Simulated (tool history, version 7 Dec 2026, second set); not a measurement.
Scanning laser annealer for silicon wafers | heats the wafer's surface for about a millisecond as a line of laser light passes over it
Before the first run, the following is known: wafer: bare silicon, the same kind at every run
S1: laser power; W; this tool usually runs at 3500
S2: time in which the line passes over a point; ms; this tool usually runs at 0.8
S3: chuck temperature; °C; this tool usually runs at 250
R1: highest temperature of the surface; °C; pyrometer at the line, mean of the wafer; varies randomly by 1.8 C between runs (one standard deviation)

run 1 day=0 | S1=3500 S2=0.8 S3=250 | R1=953
run 2 day=3.296 | S1=3500 S2=0.8 S3=250 | R1=953
run 3 day=7.075 | S1=3500 S2=0.8 S3=250 | R1=948
run 4 day=9.879 | S1=3500 S2=0.8 S3=250 | R1=945
run 5 day=11.8 | S1=3316 S2=0.8 S3=250 | R1=894
run 6 day=15.4 | S1=3500 S2=0.8 S3=250 | R1=937
run 7 day=18.792 | S1=3500 S2=0.8 S3=250 | R1=935
run 8 day=22.046 | S1=3500 S2=0.8 S3=250 | R1=932
run 9 day=24.767 | S1=3500 S2=0.8 S3=250 | R1=929
-- day=25.208 laser's power meter calibrated
run 10 day=28.454 | S1=3500 S2=0.8 S3=250 | R1=920
run 11 day=30.942 | S1=3379 S2=0.8 S3=250 | R1=887
-- day=32.242 laser's power meter calibrated, once more
run 12 day=34.862 | S1=3334 S2=0.8 S3=250 | R1=886
run 13 day=38.208 | S1=3334 S2=0.8 S3=250 | R1=879
run 14 day=41.242 | S1=3500 S2=0.686 S3=260 | R1=884
run 15 day=44.583 | S1=3175 S2=0.8 S3=235 | R1=819
-- day=45.258 window over the wafer cleaned
run 16 day=47.021 | S1=3587 S2=0.964 S3=249 | R1=1039
run 17 day=49.9 | S1=3500 S2=0.895 S3=250 | R1=984
run 18 day=52.029 | S1=3062 S2=0.569 S3=237 | R1=745
run 19 day=54.4 | S1=3500 S2=0.57 S3=211 | R1=815
run 20 day=57.708 | S1=3500 S2=0.57 S3=211 | R1=815
run 21 day=59.504 | S1=3500 S2=0.679 S3=234 | R1=878
run 22 day=62.275 | S1=3500 S2=0.679 S3=234 | R1=876
run 23 day=66 | S1=3297 S2=0.8 S3=229 | R1=863
run 24 day=68.254 | S1=3297 S2=0.8 S3=229 | R1=861
run 25 day=69.858 | S1=3396 S2=0.59 S3=237 | R1=817
run 26 day=73.592 | S1=3483 S2=0.76 S3=244 | R1=904

Below, some changes in R1 between adjacent runs. For each, the amount present without the hidden state too (settings, incoming material, random variation) and the amount remaining for the hidden state with gauge scatter not shared by both compared results:
What the log doesn't record here: light that passes the window, % of a clean one's; laser's true power over the reading, %; width of the line over the set one, %; drift of the gauge itself on peak_c, C.
Run 15 -> 16: S1 3175 -> 3587, S2 0.8 -> 0.964, S3 235 -> 249, window over the wafer cleaned. R1 +220 °C: hidden state +33, all else +187.
Run 17 -> 18: S1 3500 -> 3062, S2 0.895 -> 0.569, S3 250 -> 237. R1 -239 °C: hidden state +5, all else -244.
Run 25 -> 26: S1 3396 -> 3483, S2 0.59 -> 0.76, S3 237 -> 244. R1 +87 °C: hidden state -9, all else +96.

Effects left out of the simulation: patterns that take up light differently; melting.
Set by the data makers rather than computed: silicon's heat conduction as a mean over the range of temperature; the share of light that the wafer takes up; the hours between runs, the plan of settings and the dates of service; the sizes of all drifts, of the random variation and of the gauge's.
